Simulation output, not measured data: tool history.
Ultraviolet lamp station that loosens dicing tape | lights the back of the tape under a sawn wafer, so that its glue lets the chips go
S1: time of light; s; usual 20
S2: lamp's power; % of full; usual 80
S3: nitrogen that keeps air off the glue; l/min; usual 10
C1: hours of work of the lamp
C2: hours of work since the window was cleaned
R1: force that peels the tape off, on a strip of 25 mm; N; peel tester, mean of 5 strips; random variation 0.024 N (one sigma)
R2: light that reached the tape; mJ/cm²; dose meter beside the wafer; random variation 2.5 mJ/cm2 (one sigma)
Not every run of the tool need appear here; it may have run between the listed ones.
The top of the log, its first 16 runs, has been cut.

run    hour  S1  S2  S3    C1   C2     R1   R2
      861.5  -- window cleaned of glue's vapour
 17   896.5  20  80  10   672   23  1.160  295
 18   940.6  20  73  10   701   52  1.321  268
 19   978.3  20  80  10   726   77  1.107  301
 20  1030.7  20  64  10   760  112  1.729  239
 21  1097.9  20  64  10   804  156  1.813  236
 22  1150.2  12  60  10   839  190  3.770  134
 23  1210.1  12  60  10   878  230  3.799  131
     1256.4  -- window cleaned of glue's vapour
 24  1274.4  12  60  10   920   12  3.809  132
 25  1311.0  15  80  20   945   36  1.220  221
 26  1353.3  15  80  20   972   64  1.286  223
 27  1417.7  15  80  20  1015  106  1.238  225
 28  1466.3  15  80  20  1047  138  1.278  223
 29  1506.8  15  76  18  1074  165  1.442  211
 30  1562.4  15  76  18  1110  202  1.486  208
 31  1620.0  37  76  20  1148  240  0.276  513
     1652.0  -- window cleaned of glue's vapour
 32  1660.6  37  76  20  1175    6  0.271  516
 33  1702.2  20  61   4  1202   33  3.169  226
 34  1736.0  11  94  15  1224   55  1.921  192
 35  1786.7  39  94   8  1258   89  0.298  676
 36  1818.0  14  63   8  1278  109  3.345  162
 37  1886.3  14  63   8  1323  154  3.404  162
 38  1930.1  14  63   8  1352  183  3.406  165
 39  1987.0  14  87   3  1390  221  3.834  226
 40  2043.3  14  87   3  1427  258  3.625  225
     2050.4  -- window cleaned of glue's vapour
 41  2076.2  34  67   5  1448   17  1.048  422

Predict the results of run 42:
 42  2106.7  28  86  10  1468  37   ?   ?

Run 42 came out at R1 0.483 N, R2 449 mJ/cm².
If the tool had no hidden condition, the same run with the same run-to-run variation would have returned R1 0.481 N, R2 449 mJ/cm².

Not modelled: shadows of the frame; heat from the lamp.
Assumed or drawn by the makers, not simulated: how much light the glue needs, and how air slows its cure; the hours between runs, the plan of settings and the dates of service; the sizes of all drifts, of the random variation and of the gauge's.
